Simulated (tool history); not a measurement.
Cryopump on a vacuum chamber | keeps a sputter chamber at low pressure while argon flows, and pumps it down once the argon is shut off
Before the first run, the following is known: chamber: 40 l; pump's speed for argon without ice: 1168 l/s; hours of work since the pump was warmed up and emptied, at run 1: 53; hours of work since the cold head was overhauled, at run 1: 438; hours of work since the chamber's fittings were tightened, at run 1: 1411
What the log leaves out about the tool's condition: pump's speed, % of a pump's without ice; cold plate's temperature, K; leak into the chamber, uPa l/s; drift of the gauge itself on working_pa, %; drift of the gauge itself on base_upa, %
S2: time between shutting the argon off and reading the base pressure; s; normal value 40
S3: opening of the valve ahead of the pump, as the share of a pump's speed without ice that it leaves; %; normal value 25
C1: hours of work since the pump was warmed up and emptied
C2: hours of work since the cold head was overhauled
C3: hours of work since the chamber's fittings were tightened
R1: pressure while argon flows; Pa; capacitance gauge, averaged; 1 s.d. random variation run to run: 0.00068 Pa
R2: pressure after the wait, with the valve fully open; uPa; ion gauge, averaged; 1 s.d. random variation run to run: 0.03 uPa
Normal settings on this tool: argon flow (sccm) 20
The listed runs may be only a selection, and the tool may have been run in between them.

run 1 hour=0 | argon_flow_(sccm)=20 S2=40 S3=25 | C1=53 C2=438 C3=1411 | R1=0.1164 R2=2.07
run 2 hour=21.3 | argon_flow_(sccm)=20 S2=40 S3=25 | C1=69 C2=454 C3=1427 | R1=0.1178 R2=1.99
run 3 hour=51.7 | argon_flow_(sccm)=20 S2=40 S3=25 | C1=91 C2=477 C3=1450 | R1=0.1198 R2=2.06
run 4 hour=70 | argon_flow_(sccm)=20 S2=40 S3=25 | C1=105 C2=490 C3=1464 | R1=0.12 R2=2.07
run 5 hour=101.1 | argon_flow_(sccm)=20 S2=202 S3=25 | C1=129 C2=514 C3=1487 | R1=0.1198 R2=1.11
run 6 hour=130.3 | argon_flow_(sccm)=20 S2=40 S3=25 | C1=151 C2=536 C3=1509 | R1=0.1214 R2=2.16
run 7 hour=145.5 | argon_flow_(sccm)=20 S2=40 S3=25 | C1=162 C2=547 C3=1521 | R1=0.1211 R2=2.19
run 8 hour=159.1 | argon_flow_(sccm)=20 S2=40 S3=25 | C1=172 C2=557 C3=1531 | R1=0.1222 R2=2.14
run 9 hour=175.4 | argon_flow_(sccm)=20 S2=40 S3=25 | C1=185 C2=570 C3=1543 | R1=0.1222 R2=2.19
run 10 hour=195.3 | argon_flow_(sccm)=20 S2=40 S3=25 | C1=200 C2=585 C3=1558 | R1=0.1234 R2=2.16
run 11 hour=208.8 | argon_flow_(sccm)=20 S2=40 S3=18 | C1=210 C2=595 C3=1568 | R1=0.1692 R2=2.19
run 12 hour=232.6 | argon_flow_(sccm)=20 S2=40 S3=18 | C1=228 C2=613 C3=1586 | R1=0.1684 R2=2.26
run 13 hour=249.9 | argon_flow_(sccm)=20 S2=40 S3=21 | C1=241 C2=626 C3=1599 | R1=0.1459 R2=2.28
run 14 hour=264.7 | argon_flow_(sccm)=20 S2=40 S3=21 | C1=252 C2=637 C3=1610 | R1=0.1474 R2=2.27
run 15 hour=291.8 | argon_flow_(sccm)=20 S2=40 S3=21 | C1=272 C2=657 C3=1631 | R1=0.1475 R2=2.31
run 16 hour=320.4 | argon_flow_(sccm)=20 S2=40 S3=21 | C1=294 C2=679 C3=1652 | R1=0.1495 R2=2.31
run 17 hour=339.2 | argon_flow_(sccm)=9 S2=40 S3=21 | C1=308 C2=693 C3=1667 | R1=0.067 R2=2.37
run 18 hour=368.8 | argon_flow_(sccm)=9 S2=40 S3=21 | C1=330 C2=715 C3=1689 | R1=0.0689 R2=2.43
run 19 hour=399.4 | argon_flow_(sccm)=20 S2=55 S3=20 | C1=353 C2=738 C3=1712 | R1=0.1597 R2=2.14
run 20 hour=416.2 | argon_flow_(sccm)=11 S2=55 S3=48 | C1=366 C2=751 C3=1725 | R1=0.0415 R2=2.15
-- hour=433.5 pump warmed up, emptied and cooled again
run 21 hour=435.9 | argon_flow_(sccm)=11 S2=55 S3=48 | C1=2 C2=762 C3=1736 | R1=0.033 R2=1.73
run 22 hour=454.1 | argon_flow_(sccm)=15 S2=55 S3=39 | C1=16 C2=776 C3=1749 | R1=0.0574 R2=1.8
run 23 hour=483.1 | argon_flow_(sccm)=20 S2=101 S3=24 | C1=37 C2=798 C3=1771 | R1=0.123 R2=1.35
run 24 hour=510.1 | argon_flow_(sccm)=16 S2=137 S3=25 | C1=58 C2=818 C3=1791 | R1=0.0941 R2=1.27
run 25 hour=537.5 | argon_flow_(sccm)=36 S2=75 S3=30 | C1=78 C2=839 C3=1812 | R1=0.1803 R2=1.65
run 26 hour=560.9 | argon_flow_(sccm)=36 S2=75 S3=30 | C1=96 C2=856 C3=1830 | R1=0.1795 R2=1.61
run 27 hour=577.8 | argon_flow_(sccm)=9 S2=153 S3=20 | C1=109 C2=869 C3=1842 | R1=0.0673 R2=1.28
run 28 hour=601.6 | argon_flow_(sccm)=9 S2=40 S3=25 | C1=127 C2=887 C3=1860 | R1=0.0539 R2=2.27
run 29 hour=620.1 | argon_flow_(sccm)=9 S2=40 S3=25 | C1=141 C2=901 C3=1874 | R1=0.0539 R2=2.31
run 30 hour=646.1 | argon_flow_(sccm)=14 S2=125 S3=26 | C1=160 C2=920 C3=1894 | R1=0.0814 R2=1.5
run 31 hour=665.7 | argon_flow_(sccm)=20 S2=44 S3=27 | C1=175 C2=935 C3=1909 | R1=0.1141 R2=2.15

Alternative continuations, all from the tool just after run 31; predict every row:
run A hour=684.4 | argon_flow_(sccm)=17 S2=44 S3=27 | C1=189 C2=949 C3=1923 | R1=? R2=?
run B hour=684.4 | argon_flow_(sccm)=20 S2=39 S3=27 | C1=189 C2=949 C3=1923 | R1=? R2=?
run C hour=684.4 | argon_flow_(sccm)=20 S2=40 S3=23 | C1=189 C2=949 C3=1923 | R1=? R2=?

run=A R1=0.0966 R2=2.27
run=B R1=0.1142 R2=2.31
run=C R1=0.1324 R2=2.28
Stripped of hidden state, with their random variation kept, the same runs would have yielded:
run=A R1=0.0908 R2=1.42
run=B R1=0.1073 R2=1.48
run=C R1=0.1256 R2=1.46
